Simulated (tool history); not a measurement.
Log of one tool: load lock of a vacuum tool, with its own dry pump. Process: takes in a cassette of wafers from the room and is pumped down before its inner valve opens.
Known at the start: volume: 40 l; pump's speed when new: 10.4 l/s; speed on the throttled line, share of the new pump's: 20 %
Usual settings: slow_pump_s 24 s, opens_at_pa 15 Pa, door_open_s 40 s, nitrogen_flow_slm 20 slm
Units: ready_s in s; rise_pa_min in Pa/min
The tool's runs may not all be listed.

run,hour,slow_pump_s,opens_at_pa,door_open_s,nitrogen_flow_slm,"incoming humidity of the room's air, %",ready_s,rise_pa_min
1,0.0,24,15,40,20,42.6,55.1,0.134
2,524.8,24,15,40,20,41.6,54.5,0.133
3,874.8,24,15,40,20,46.5,54.6,0.145
4,1267.6,24,15,40,20,45.1,56.2,0.145
5,1786.2,24,15,40,20,49.0,56.0,0.162
6,2180.4,24,15,40,20,44.8,55.4,0.158
7,2486.7,24,15,40,20,45.0,55.7,0.165
8,3039.7,24,15,40,9,44.4,57.1,0.180
9,3407.1,24,15,40,24,44.3,56.0,0.171
10,3925.3,24,15,40,24,41.9,56.4,0.172
11,4479.5,24,15,105,24,47.6,57.0,0.195
12,4731.6,24,15,105,24,41.3,56.7,0.189
13,5309.3,24,15,105,24,45.6,57.3,0.193
14,5784.3,24,15,40,11,48.2,58.0,0.215
15,6205.8,17,15,27,11,45.8,52.2,0.207
16,6745.1,12,15,69,20,48.4,48.6,0.220
17,7187.2,12,15,69,20,45.1,49.5,0.220
# hour 7507.8: dry pump taken out, an overhauled one fitted
18,7684.8,12,12,93,20,44.0,45.3,0.216
19,8231.1,24,15,82,8,43.8,53.4,0.255
20,8668.8,33,15,72,8,46.7,61.1,0.262
21,9030.7,24,15,25,7,46.5,53.9,0.242
22,9575.3,24,15,25,7,46.6,54.0,0.250
23,9817.2,24,15,181,20,40.4,53.7,0.270
24,10328.5,24,15,31,20,43.5,55.3,0.250

4 ways to go on from here, each from the tool as it stands after run 24. What would each give?
A,10667.9,24,15,40,20,43.9,?,?
B,10667.9,24,27,133,20,44.6,?,?
C,10667.9,18,15,91,5,42.1,?,?
D,10667.9,17,15,31,6,46.2,?,?

run,ready_s,rise_pa_min
A,53.7,0.260
B,51.6,0.273
C,50.1,0.293
D,48.8,0.269
Without the tool's hidden state the same runs would have given:
run,ready_s,rise_pa_min
A,52.9,0.027
B,50.8,0.044
C,49.2,0.064
D,47.9,0.040
